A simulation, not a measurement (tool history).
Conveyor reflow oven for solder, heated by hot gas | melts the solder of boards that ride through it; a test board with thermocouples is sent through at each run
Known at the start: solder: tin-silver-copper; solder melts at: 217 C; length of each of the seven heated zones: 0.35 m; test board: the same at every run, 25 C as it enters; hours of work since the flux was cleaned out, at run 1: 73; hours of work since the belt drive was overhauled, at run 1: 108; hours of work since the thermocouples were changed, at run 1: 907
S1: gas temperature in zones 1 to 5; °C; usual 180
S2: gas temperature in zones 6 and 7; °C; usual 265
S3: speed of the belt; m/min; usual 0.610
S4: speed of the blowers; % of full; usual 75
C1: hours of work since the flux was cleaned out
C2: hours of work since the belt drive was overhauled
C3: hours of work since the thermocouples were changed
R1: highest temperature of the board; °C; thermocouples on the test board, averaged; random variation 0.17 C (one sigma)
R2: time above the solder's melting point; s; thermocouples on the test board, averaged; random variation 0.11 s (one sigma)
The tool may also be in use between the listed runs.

run,hour,S1,S2,S3,S4,C1,C2,C3,R1,R2
1,0.0,180,265,0.610,75,73,108,907,255.1,56.5
2,12.0,180,265,0.610,75,79,114,913,255.4,56.6
3,24.6,180,265,0.610,75,86,121,920,255.5,56.5
4,39.7,180,265,0.610,75,94,129,928,255.1,56.6
5,48.8,180,265,0.610,75,99,134,933,255.0,56.5
6,66.1,180,265,0.610,55,108,143,942,249.7,51.9
7,77.4,180,265,0.610,55,114,149,948,249.8,52.1
8,92.9,180,265,0.610,55,122,157,956,249.7,51.7
9,103.2,180,265,0.610,55,128,163,962,249.9,51.9
10,113.2,180,256,0.610,55,133,168,967,242.3,46.1
# hour 122.1: thermocouples of zones 6 and 7 changed
11,123.1,180,265,0.610,75,137,172,1,255.1,56.5
12,140.5,180,265,0.610,75,146,181,10,255.3,56.3
13,153.3,180,265,0.610,75,153,188,17,255.0,56.3
14,162.5,180,265,0.610,75,158,193,21,255.3,56.6
15,173.4,180,265,0.610,75,164,199,27,255.3,56.5
16,187.8,180,259,0.610,85,172,206,35,251.4,55.6
17,203.6,180,259,0.610,85,180,215,43,251.7,55.3
18,211.6,190,265,0.500,75,184,219,47,259.6,76.9
19,227.2,177,262,0.577,69,192,227,56,251.9,56.8
20,239.4,193,261,0.712,75,199,234,62,249.8,49.5
21,258.1,193,261,0.712,75,209,244,72,250.1,49.6
22,275.9,193,261,0.712,75,218,253,81,250.2,49.4
# hour 288.5: flux residue cleaned out of gas plates and filters
23,293.1,190,279,0.610,62,2,260,88,265.8,64.3
24,303.9,190,279,0.610,62,8,265,94,265.8,64.4
25,322.6,190,279,0.610,62,18,275,104,265.8,64.5
26,338.8,167,267,0.672,62,27,284,112,248.5,42.0
27,349.5,167,267,0.672,62,32,290,118,248.5,42.2
28,364.0,169,258,0.610,63,40,297,126,244.5,45.1
29,371.6,179,278,0.545,63,44,301,130,266.7,68.8
30,379.3,179,277,0.545,63,48,305,134,265.7,68.4

How the hidden state differs across the entries between the runs, from the last listed run before each to the first after it:
Between runs 10 and 11: thermocouples of zones 6 and 7 changed (hour 122.1)
  true gas temperature in zones 6 and 7 over the reading, C: -0.03 -> 0
Between runs 22 and 23: flux residue cleaned out of gas plates and filters (hour 288.5)
  heat that the gas passes to the board, % of a clean oven's: 99.9 -> 100

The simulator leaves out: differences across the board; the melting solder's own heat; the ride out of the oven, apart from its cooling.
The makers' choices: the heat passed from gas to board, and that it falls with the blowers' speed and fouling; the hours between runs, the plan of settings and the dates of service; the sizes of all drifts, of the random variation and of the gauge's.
